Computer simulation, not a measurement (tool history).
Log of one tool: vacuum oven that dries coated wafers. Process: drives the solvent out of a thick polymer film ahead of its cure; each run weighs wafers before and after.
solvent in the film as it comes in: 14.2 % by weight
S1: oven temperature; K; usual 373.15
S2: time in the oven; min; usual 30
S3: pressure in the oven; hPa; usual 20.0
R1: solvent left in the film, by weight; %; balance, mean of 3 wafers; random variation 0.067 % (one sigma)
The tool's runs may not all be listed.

{"run": 1, "hour": 0.0, "S1": 373.15, "S2": 30, "S3": 20.0, "R1": 4.78}
{"run": 2, "hour": 13.9, "S1": 373.15, "S2": 30, "S3": 20.0, "R1": 4.67}
{"run": 3, "hour": 22.0, "S1": 373.15, "S2": 32, "S3": 20.0, "R1": 4.59}
{"run": 4, "hour": 28.5, "S1": 373.15, "S2": 18, "S3": 20.0, "R1": 6.65}
{"run": 5, "hour": 35.5, "S1": 366.15, "S2": 30, "S3": 20.0, "R1": 6.34}
{"run": 6, "hour": 46.3, "S1": 373.15, "S2": 30, "S3": 20.0, "R1": 4.84}
{"run": 7, "hour": 52.8, "S1": 373.15, "S2": 30, "S3": 20.0, "R1": 4.72}
{"run": 8, "hour": 65.2, "S1": 373.15, "S2": 30, "S3": 20.0, "R1": 4.81}
{"run": 9, "hour": 71.2, "S1": 359.15, "S2": 30, "S3": 20.0, "R1": 8.08}
{"run": 10, "hour": 80.8, "S1": 359.15, "S2": 30, "S3": 20.0, "R1": 7.99}
{"run": 11, "hour": 90.1, "S1": 359.15, "S2": 30, "S3": 20.0, "R1": 8.29}
{"run": 12, "hour": 96.5, "S1": 359.15, "S2": 30, "S3": 20.0, "R1": 8.01}
{"run": 13, "hour": 102.3, "S1": 373.15, "S2": 30, "S3": 20.0, "R1": 4.8}
{"run": 14, "hour": 112.0, "S1": 373.15, "S2": 30, "S3": 20.0, "R1": 4.71}
{"run": 15, "hour": 123.8, "S1": 373.15, "S2": 30, "S3": 20.0, "R1": 4.91}
{"run": 16, "hour": 133.6, "S1": 373.15, "S2": 30, "S3": 20.0, "R1": 4.84}
{"run": 17, "hour": 140.0, "S1": 373.15, "S2": 36, "S3": 20.0, "R1": 4.24}
{"run": 18, "hour": 149.9, "S1": 373.15, "S2": 36, "S3": 20.0, "R1": 4.31}
{"run": 19, "hour": 164.1, "S1": 373.15, "S2": 36, "S3": 20.0, "R1": 4.33}
{"run": 20, "hour": 171.9, "S1": 373.15, "S2": 36, "S3": 20.0, "R1": 4.32}
{"run": 21, "hour": 182.6, "S1": 373.15, "S2": 36, "S3": 20.0, "R1": 4.32}
{"run": 22, "hour": 189.4, "S1": 373.15, "S2": 20, "S3": 20.0, "R1": 6.14}
{"run": 23, "hour": 202.9, "S1": 373.15, "S2": 20, "S3": 20.0, "R1": 6.11}
{"run": 24, "hour": 211.5, "S1": 373.15, "S2": 44, "S3": 20.0, "R1": 3.7}
{"run": 25, "hour": 219.0, "S1": 373.15, "S2": 44, "S3": 20.0, "R1": 3.57}
{"run": 26, "hour": 232.9, "S1": 373.15, "S2": 44, "S3": 20.0, "R1": 3.8}
{"run": 27, "hour": 240.7, "S1": 371.15, "S2": 44, "S3": 71.9, "R1": 9.78}
{"run": 28, "hour": 254.2, "S1": 375.15, "S2": 35, "S3": 54.6, "R1": 7.13}
{"run": 29, "hour": 265.6, "S1": 375.15, "S2": 24, "S3": 54.6, "R1": 8.07}
{"run": 30, "hour": 275.1, "S1": 362.15, "S2": 17, "S3": 30.8, "R1": 10.03}
{"run": 31, "hour": 282.3, "S1": 379.15, "S2": 48, "S3": 20.0, "R1": 2.54}
{"run": 32, "hour": 288.4, "S1": 379.15, "S2": 48, "S3": 20.0, "R1": 2.64}
{"run": 33, "hour": 299.7, "S1": 385.15, "S2": 30, "S3": 15.7, "R1": 2.42}
{"run": 34, "hour": 305.8, "S1": 373.15, "S2": 53, "S3": 53.2, "R1": 6.73}
{"run": 35, "hour": 312.5, "S1": 373.15, "S2": 53, "S3": 53.2, "R1": 6.94}
{"run": 36, "hour": 320.4, "S1": 366.15, "S2": 41, "S3": 11.8, "R1": 4.59}
{"run": 37, "hour": 333.8, "S1": 359.15, "S2": 32, "S3": 40.4, "R1": 10.39}
{"run": 38, "hour": 344.3, "S1": 376.15, "S2": 30, "S3": 20.0, "R1": 4.37}
{"run": 39, "hour": 356.7, "S1": 364.15, "S2": 30, "S3": 50.7, "R1": 10.17}
{"run": 40, "hour": 369.6, "S1": 366.15, "S2": 30, "S3": 11.8, "R1": 5.68}
{"run": 41, "hour": 379.5, "S1": 373.15, "S2": 37, "S3": 11.7, "R1": 3.44}
{"run": 42, "hour": 388.2, "S1": 380.15, "S2": 24, "S3": 11.7, "R1": 3.71}

The same runs without the tool's hidden state, with the same run-to-run variation:
The hidden state here: true wafer temperature over the reading, C; true pressure over the reading, kPa; drift of the gauge itself on solvent_pct, %.
run=1 R1=4.47
run=2 R1=4.36
run=3 R1=4.27
run=4 R1=6.36
run=5 R1=5.99
run=6 R1=4.51
run=7 R1=4.40
run=8 R1=4.48
run=9 R1=7.69
run=10 R1=7.59
run=11 R1=7.88
run=12 R1=7.62
run=13 R1=4.46
run=14 R1=4.37
run=15 R1=4.56
run=16 R1=4.48
run=17 R1=3.89
run=18 R1=3.95
run=19 R1=3.97
run=20 R1=3.96
run=21 R1=3.95
run=22 R1=5.78
run=23 R1=5.76
run=24 R1=3.34
run=25 R1=3.21
run=26 R1=3.42
run=27 R1=9.21
run=28 R1=6.67
run=29 R1=7.62
run=30 R1=9.64
run=31 R1=2.25
run=32 R1=2.34
run=33 R1=2.14
run=34 R1=6.23
run=35 R1=6.43
run=36 R1=4.13
run=37 R1=9.82
run=38 R1=3.97
run=39 R1=9.61
run=40 R1=5.22
run=41 R1=3.03
run=42 R1=3.34

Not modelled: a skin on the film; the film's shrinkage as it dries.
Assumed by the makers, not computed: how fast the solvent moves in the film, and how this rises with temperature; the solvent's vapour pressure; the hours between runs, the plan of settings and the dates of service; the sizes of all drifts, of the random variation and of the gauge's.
